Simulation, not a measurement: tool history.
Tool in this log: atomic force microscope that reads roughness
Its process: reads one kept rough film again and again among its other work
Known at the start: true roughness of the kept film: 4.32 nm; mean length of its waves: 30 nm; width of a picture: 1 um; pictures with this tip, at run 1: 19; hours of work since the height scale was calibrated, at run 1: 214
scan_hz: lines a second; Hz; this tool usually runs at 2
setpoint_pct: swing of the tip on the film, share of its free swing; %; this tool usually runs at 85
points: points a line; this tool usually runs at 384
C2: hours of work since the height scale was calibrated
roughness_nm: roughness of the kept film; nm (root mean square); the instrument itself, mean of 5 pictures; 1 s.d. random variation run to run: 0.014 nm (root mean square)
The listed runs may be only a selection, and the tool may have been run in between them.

run 1 day=0 | scan_hz=2 setpoint_pct=85 points=384 | pictures_with_this_tip=19 C2=214 | roughness_nm=3.228
run 2 day=0.354 | scan_hz=2 setpoint_pct=85 points=384 | pictures_with_this_tip=29 C2=219 | roughness_nm=3.187
run 3 day=0.792 | scan_hz=2 setpoint_pct=85 points=384 | pictures_with_this_tip=42 C2=226 | roughness_nm=3.15
run 4 day=1.229 | scan_hz=2 setpoint_pct=56 points=384 | pictures_with_this_tip=55 C2=233 | roughness_nm=3.302
run 5 day=1.721 | scan_hz=2.72 setpoint_pct=56 points=384 | pictures_with_this_tip=69 C2=240 | roughness_nm=3.259
run 6 day=2.15 | scan_hz=2.72 setpoint_pct=56 points=384 | pictures_with_this_tip=82 C2=246 | roughness_nm=3.194
run 7 day=2.742 | scan_hz=2.72 setpoint_pct=56 points=384 | pictures_with_this_tip=99 C2=255 | roughness_nm=3.16
run 8 day=3.004 | scan_hz=2.72 setpoint_pct=56 points=384 | pictures_with_this_tip=107 C2=259 | roughness_nm=3.151
run 9 day=3.358 | scan_hz=2 setpoint_pct=85 points=384 | pictures_with_this_tip=118 C2=265 | roughness_nm=2.925
run 10 day=3.742 | scan_hz=2 setpoint_pct=85 points=384 | pictures_with_this_tip=129 C2=270 | roughness_nm=2.906
run 11 day=4.121 | scan_hz=2 setpoint_pct=65 points=384 | pictures_with_this_tip=140 C2=276 | roughness_nm=3.016
run 12 day=4.479 | scan_hz=2.38 setpoint_pct=65 points=384 | pictures_with_this_tip=151 C2=282 | roughness_nm=2.955
run 13 day=4.842 | scan_hz=2.38 setpoint_pct=65 points=384 | pictures_with_this_tip=161 C2=287 | roughness_nm=2.966
run 14 day=5.267 | scan_hz=2.38 setpoint_pct=65 points=1022 | pictures_with_this_tip=174 C2=293 | roughness_nm=2.934
run 15 day=5.771 | scan_hz=2.38 setpoint_pct=65 points=1022 | pictures_with_this_tip=188 C2=301 | roughness_nm=2.886
run 16 day=6.162 | scan_hz=2.38 setpoint_pct=65 points=1022 | pictures_with_this_tip=200 C2=307 | roughness_nm=2.854
run 17 day=6.692 | scan_hz=2.38 setpoint_pct=65 points=1022 | pictures_with_this_tip=216 C2=315 | roughness_nm=2.819
run 18 day=7.046 | scan_hz=2.38 setpoint_pct=65 points=1022 | pictures_with_this_tip=226 C2=320 | roughness_nm=2.806
run 19 day=7.558 | scan_hz=2 setpoint_pct=85 points=384 | pictures_with_this_tip=241 C2=328 | roughness_nm=2.639
run 20 day=8.071 | scan_hz=2 setpoint_pct=76 points=384 | pictures_with_this_tip=256 C2=336 | roughness_nm=2.668
run 21 day=8.362 | scan_hz=2 setpoint_pct=76 points=384 | pictures_with_this_tip=265 C2=340 | roughness_nm=2.641
run 22 day=8.858 | scan_hz=2 setpoint_pct=76 points=384 | pictures_with_this_tip=279 C2=347 | roughness_nm=2.632
run 23 day=9.421 | scan_hz=2 setpoint_pct=85 points=485 | pictures_with_this_tip=296 C2=356 | roughness_nm=2.534
-- day=9.517 new tip fitted
run 24 day=9.854 | scan_hz=2 setpoint_pct=85 points=485 | pictures_with_this_tip=10 C2=362 | roughness_nm=3.277
run 25 day=10.425 | scan_hz=2 setpoint_pct=85 points=952 | pictures_with_this_tip=27 C2=371 | roughness_nm=3.223
run 26 day=10.988 | scan_hz=2 setpoint_pct=85 points=952 | pictures_with_this_tip=43 C2=379 | roughness_nm=3.188
run 27 day=11.417 | scan_hz=2 setpoint_pct=85 points=952 | pictures_with_this_tip=56 C2=386 | roughness_nm=3.132
run 28 day=11.896 | scan_hz=2 setpoint_pct=85 points=952 | pictures_with_this_tip=70 C2=393 | roughness_nm=3.077
run 29 day=12.45 | scan_hz=2 setpoint_pct=85 points=952 | pictures_with_this_tip=86 C2=401 | roughness_nm=3.061
run 30 day=12.808 | scan_hz=2 setpoint_pct=85 points=952 | pictures_with_this_tip=97 C2=406 | roughness_nm=3.009
run 31 day=13.404 | scan_hz=2.33 setpoint_pct=72 points=725 | pictures_with_this_tip=115 C2=415 | roughness_nm=3.07
run 32 day=13.675 | scan_hz=2.33 setpoint_pct=72 points=725 | pictures_with_this_tip=122 C2=419 | roughness_nm=3.04
run 33 day=14.017 | scan_hz=2.33 setpoint_pct=72 points=725 | pictures_with_this_tip=133 C2=425 | roughness_nm=3.003
run 34 day=14.612 | scan_hz=0.83 setpoint_pct=65 points=384 | pictures_with_this_tip=150 C2=434 | roughness_nm=3.06
run 35 day=15.083 | scan_hz=2.38 setpoint_pct=64 points=615 | pictures_with_this_tip=164 C2=441 | roughness_nm=2.974
run 36 day=15.588 | scan_hz=2.38 setpoint_pct=64 points=615 | pictures_with_this_tip=179 C2=448 | roughness_nm=2.948
run 37 day=15.854 | scan_hz=2.38 setpoint_pct=64 points=615 | pictures_with_this_tip=187 C2=452 | roughness_nm=2.905
run 38 day=16.267 | scan_hz=2 setpoint_pct=85 points=496 | pictures_with_this_tip=199 C2=458 | roughness_nm=2.759
run 39 day=16.767 | scan_hz=2 setpoint_pct=85 points=496 | pictures_with_this_tip=214 C2=466 | roughness_nm=2.704
run 40 day=17.271 | scan_hz=2 setpoint_pct=85 points=496 | pictures_with_this_tip=228 C2=474 | roughness_nm=2.685
run 41 day=17.754 | scan_hz=2 setpoint_pct=80 points=715 | pictures_with_this_tip=243 C2=481 | roughness_nm=2.7
run 42 day=18.017 | scan_hz=2 setpoint_pct=85 points=628 | pictures_with_this_tip=250 C2=485 | roughness_nm=2.612
run 43 day=18.546 | scan_hz=0.61 setpoint_pct=85 points=384 | pictures_with_this_tip=266 C2=493 | roughness_nm=2.734
run 44 day=18.888 | scan_hz=0.61 setpoint_pct=85 points=384 | pictures_with_this_tip=276 C2=498 | roughness_nm=2.706
run 45 day=19.3 | scan_hz=1.09 setpoint_pct=75 points=636 | pictures_with_this_tip=288 C2=504 | roughness_nm=2.668
run 46 day=19.596 | scan_hz=1.16 setpoint_pct=64 points=608 | pictures_with_this_tip=297 C2=509 | roughness_nm=2.691
-- day=19.662 new tip fitted
run 47 day=19.892 | scan_hz=1.64 setpoint_pct=85 points=273 | pictures_with_this_tip=7 C2=513 | roughness_nm=3.336
run 48 day=20.471 | scan_hz=1.64 setpoint_pct=85 points=273 | pictures_with_this_tip=24 C2=521 | roughness_nm=3.249
run 49 day=20.75 | scan_hz=1.43 setpoint_pct=78 points=304 | pictures_with_this_tip=32 C2=526 | roughness_nm=3.318
run 50 day=21.104 | scan_hz=0.52 setpoint_pct=80 points=617 | pictures_with_this_tip=42 C2=531 | roughness_nm=3.391
run 51 day=21.562 | scan_hz=0.52 setpoint_pct=80 points=617 | pictures_with_this_tip=56 C2=538 | roughness_nm=3.362
run 52 day=21.992 | scan_hz=0.52 setpoint_pct=80 points=617 | pictures_with_this_tip=69 C2=544 | roughness_nm=3.324

How would selected steps in roughness_nm from run to run divide? Give the signed amount a tool lacking its hidden state would still show from settings, what came in and random variation, and the signed amount left for the hidden state, including any gauge scatter that is not in both of the compared results.
What the log doesn't record here: radius of the tip, nm; height scale over the true one, %; drift of the gauge itself on roughness_nm, %.
Run 8 -> 9: scan_hz 2.72 -> 2, setpoint_pct 56 -> 85. roughness_nm -0.226 nm (root mean square): hidden state -0.007, all else -0.219.
Run 23 -> 24: new tip fitted. roughness_nm +0.743 nm (root mean square): hidden state +0.763, all else -0.02.
Run 42 -> 43: scan_hz 2 -> 0.61, points 628 -> 384. roughness_nm +0.122 nm (root mean square): hidden state -0.078, all else +0.2.
Run 46 -> 47: scan_hz 1.16 -> 1.64, setpoint_pct 64 -> 85, points 608 -> 273, new tip fitted. roughness_nm +0.645 nm (root mean square): hidden state +0.844, all else -0.199.
